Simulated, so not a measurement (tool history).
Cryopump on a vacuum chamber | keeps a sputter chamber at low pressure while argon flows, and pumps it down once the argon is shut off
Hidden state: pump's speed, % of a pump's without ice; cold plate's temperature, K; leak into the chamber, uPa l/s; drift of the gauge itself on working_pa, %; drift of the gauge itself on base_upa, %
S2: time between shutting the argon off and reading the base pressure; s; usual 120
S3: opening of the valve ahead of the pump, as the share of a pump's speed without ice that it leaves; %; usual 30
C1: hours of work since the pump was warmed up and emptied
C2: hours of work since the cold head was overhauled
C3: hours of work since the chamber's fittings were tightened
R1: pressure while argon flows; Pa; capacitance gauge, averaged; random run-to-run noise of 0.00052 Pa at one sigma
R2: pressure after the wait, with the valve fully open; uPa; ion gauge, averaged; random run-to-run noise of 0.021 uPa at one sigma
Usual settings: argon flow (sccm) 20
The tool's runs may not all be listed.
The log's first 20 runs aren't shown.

Run 21, hour 1271.5: usual settings but argon flow (sccm) 40, S2 109 s, S3 18 %; C1 135; C2 1874; C3 1012. Result: R1 0.1806 Pa, R2 0.69 uPa.
Run 22, hour 1322.8: usual settings but argon flow (sccm) 40, S2 109 s, S3 18 %; C1 174; C2 1913; C3 1051. Result: R1 0.1829 Pa, R2 0.66 uPa.
Run 23, hour 1407.8: usual settings but argon flow (sccm) 23, S2 189 s; C1 238; C2 1977; C3 1115. Result: R1 0.0643 Pa, R2 0.57 uPa.
Run 24, hour 1445.0: usual settings but argon flow (sccm) 34, S2 189 s, S3 15 %; C1 266; C2 2005; C3 1143. Result: R1 0.1860 Pa, R2 0.56 uPa.
Run 25, hour 1522.3: usual settings but argon flow (sccm) 34, S2 189 s, S3 15 %; C1 324; C2 2063; C3 1201. Result: R1 0.1877 Pa, R2 0.53 uPa.
At hour 1543.8: pump warmed up, emptied and cooled again.
Run 26, hour 1610.3: usual settings but argon flow (sccm) 34, S2 189 s, S3 15 %; C1 50; C2 2125; C3 1263. Result: R1 0.1846 Pa, R2 0.51 uPa.
Run 27, hour 1689.4: usual settings but argon flow (sccm) 23, S2 189 s, S3 15 %; C1 110; C2 2185; C3 1323. Result: R1 0.1260 Pa, R2 0.57 uPa.
Run 28, hour 1757.9: usual settings but argon flow (sccm) 23, S2 189 s, S3 15 %; C1 161; C2 2236; C3 1374. Result: R1 0.1267 Pa, R2 0.59 uPa.
Run 29, hour 1802.1: usual settings but argon flow (sccm) 10, S2 177 s, S3 23 %; C1 194; C2 2270; C3 1408. Result: R1 0.0362 Pa, R2 0.61 uPa.
Run 30, hour 1860.0: usual settings but argon flow (sccm) 10, S2 177 s, S3 23 %; C1 238; C2 2313; C3 1451. Result: R1 0.0360 Pa, R2 0.63 uPa.
Run 31, hour 1926.7: usual settings but argon flow (sccm) 11, S2 174 s, S3 23 %; C1 288; C2 2363; C3 1501. Result: R1 0.0406 Pa, R2 0.58 uPa.
Run 32, hour 1966.4: usual settings but argon flow (sccm) 11, S2 174 s, S3 23 %; C1 318; C2 2393; C3 1531. Result: R1 0.0403 Pa, R2 0.63 uPa.
At hour 1995.3: pump warmed up, emptied and cooled again.
Run 33, hour 2028.4: usual settings but argon flow (sccm) 38, S2 194 s, S3 21 %; C1 25; C2 2436; C3 1574. Result: R1 0.1476 Pa, R2 0.56 uPa.

Consider 5 possible next runs. They are alternatives, not a sequence: every one starts from the tool as it was left by run 33. What does each give?
Run A, hour 2072.1: usual settings but argon flow (sccm) 38, S2 194 s, S3 53 %; C1 58; C2 2469; C3 1607. Result: R1 ?, R2 ?.
Run B, hour 2072.1: usual settings but argon flow (sccm) 17; C1 58; C2 2469; C3 1607. Result: R1 ?, R2 ?.
Run C, hour 2072.1: usual settings but S2 134 s; C1 58; C2 2469; C3 1607. Result: R1 ?, R2 ?.
Run D, hour 2072.1: usual settings but argon flow (sccm) 11, S2 79 s; C1 58; C2 2469; C3 1607. Result: R1 ?, R2 ?.
Run E, hour 2072.1: usual settings but argon flow (sccm) 21, S2 70 s, S3 18 %; C1 58; C2 2469; C3 1607. Result: R1 ?, R2 ?.

run      R1    R2
  A  0.0595  0.56
  B  0.0465  0.69
  C  0.0540  0.63
  D  0.0298  0.83
  E  0.0952  0.85
Had the tool no hidden state, the same runs would have come out as:
run      R1    R2
  A  0.0579  0.33
  B  0.0458  0.45
  C  0.0531  0.39
  D  0.0293  0.59
  E  0.0943  0.61
